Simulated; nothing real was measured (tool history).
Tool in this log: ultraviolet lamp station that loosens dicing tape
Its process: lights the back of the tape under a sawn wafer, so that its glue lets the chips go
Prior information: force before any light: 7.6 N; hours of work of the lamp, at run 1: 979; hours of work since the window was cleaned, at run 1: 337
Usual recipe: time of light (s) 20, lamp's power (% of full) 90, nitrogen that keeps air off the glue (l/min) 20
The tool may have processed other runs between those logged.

| run | hour | time of light (s) | lamp's power (% of full) | nitrogen that keeps air off the glue (l/min) | hours of work of the lamp | hours of work since the window was cleaned | force that peels the tape off (N) | light that reached the tape (mJ/cm²) |
|---|---|---|---|---|---|---|---|---|
| 1 | 0.0 | 20 | 90 | 20 | 979 | 337 | 0.445 | 566 |
| 2 | 73.0 | 20 | 90 | 20 | 1017 | 374 | 0.436 | 558 |
| 3 | 130.2 | 20 | 90 | 20 | 1046 | 404 | 0.447 | 561 |
| 4 | 206.5 | 20 | 90 | 20 | 1086 | 443 | 0.432 | 567 |
| 5 | 292.7 | 20 | 90 | 20 | 1130 | 488 | 0.447 | 561 |
| 6 | 344.5 | 20 | 90 | 20 | 1157 | 515 | 0.454 | 554 |
| 7 | 391.9 | 20 | 91 | 20 | 1181 | 539 | 0.452 | 562 |
| 8 | 437.5 | 20 | 67 | 20 | 1205 | 563 | 0.883 | 416 |
| 9 | 504.4 | 20 | 67 | 20 | 1240 | 597 | 0.833 | 413 |
|  | 549.7 | window cleaned of glue's vapour |
| 10 | 596.7 | 20 | 67 | 20 | 1287 | 24 | 0.865 | 414 |
| 11 | 673.9 | 20 | 67 | 20 | 1327 | 64 | 0.870 | 419 |
| 12 | 720.4 | 20 | 67 | 7 | 1351 | 88 | 1.638 | 419 |
| 13 | 802.2 | 20 | 67 | 7 | 1393 | 130 | 1.676 | 418 |
| 14 | 889.8 | 20 | 67 | 7 | 1438 | 176 | 1.696 | 421 |
| 15 | 955.6 | 30 | 90 | 20 | 1472 | 210 | 0.178 | 844 |
| 16 | 1042.2 | 30 | 90 | 20 | 1517 | 254 | 0.176 | 832 |
| 17 | 1096.7 | 30 | 90 | 20 | 1545 | 283 | 0.173 | 843 |
| 18 | 1155.1 | 20 | 80 | 20 | 1576 | 313 | 0.607 | 500 |
| 19 | 1230.6 | 20 | 80 | 20 | 1615 | 352 | 0.586 | 498 |
| 20 | 1275.5 | 14 | 62 | 20 | 1638 | 375 | 1.782 | 267 |
| 21 | 1349.1 | 14 | 62 | 20 | 1676 | 413 | 1.767 | 270 |
| 22 | 1412.8 | 14 | 62 | 20 | 1709 | 446 | 1.778 | 274 |
| 23 | 1495.0 | 26 | 90 | 7 | 1751 | 488 | 0.573 | 733 |
| 24 | 1561.5 | 26 | 90 | 7 | 1785 | 523 | 0.593 | 729 |
| 25 | 1610.4 | 26 | 90 | 7 | 1811 | 548 | 0.585 | 728 |
| 26 | 1698.3 | 26 | 90 | 7 | 1856 | 593 | 0.594 | 735 |
|  | 1756.3 | window cleaned of glue's vapour |
| 27 | 1776.0 | 27 | 89 | 14 | 1896 | 10 | 0.301 | 751 |
|  | 1815.1 | lamp changed |
| 28 | 1819.8 | 40 | 90 | 16 | 2 | 32 | 0.121 | 1128 |
| 29 | 1870.9 | 10 | 63 | 18 | 29 | 59 | 2.795 | 198 |
| 30 | 1920.3 | 19 | 84 | 20 | 54 | 84 | 0.582 | 493 |
| 31 | 1983.2 | 22 | 90 | 20 | 87 | 117 | 0.346 | 619 |
| 32 | 2032.4 | 22 | 90 | 20 | 112 | 142 | 0.356 | 621 |
| 33 | 2112.4 | 22 | 90 | 20 | 154 | 183 | 0.342 | 616 |
| 34 | 2178.0 | 22 | 90 | 20 | 187 | 217 | 0.352 | 618 |
| 35 | 2263.5 | 22 | 90 | 20 | 232 | 262 | 0.349 | 620 |

What if the next run were any one of these 4? Each begins from the tool's condition after run 35:
| A | 2302.0 | 31 | 63 | 38 | 252 | 281 | ? | ? |
| B | 2302.0 | 32 | 70 | 20 | 252 | 281 | ? | ? |
| C | 2302.0 | 26 | 90 | 15 | 252 | 281 | ? | ? |
| D | 2302.0 | 20 | 90 | 7 | 252 | 281 | ? | ? |

| run | force that peels the tape off (N) | light that reached the tape (mJ/cm²) |
|---|---|---|
| A | 0.226 | 615 |
| B | 0.263 | 696 |
| C | 0.287 | 727 |
| D | 1.003 | 562 |
Without the tool's unlogged condition, the same runs would have read:
| run | force that peels the tape off (N) | light that reached the tape (mJ/cm²) |
|---|---|---|
| A | 0.226 | 615 |
| B | 0.263 | 697 |
| C | 0.286 | 728 |
| D | 1.001 | 562 |
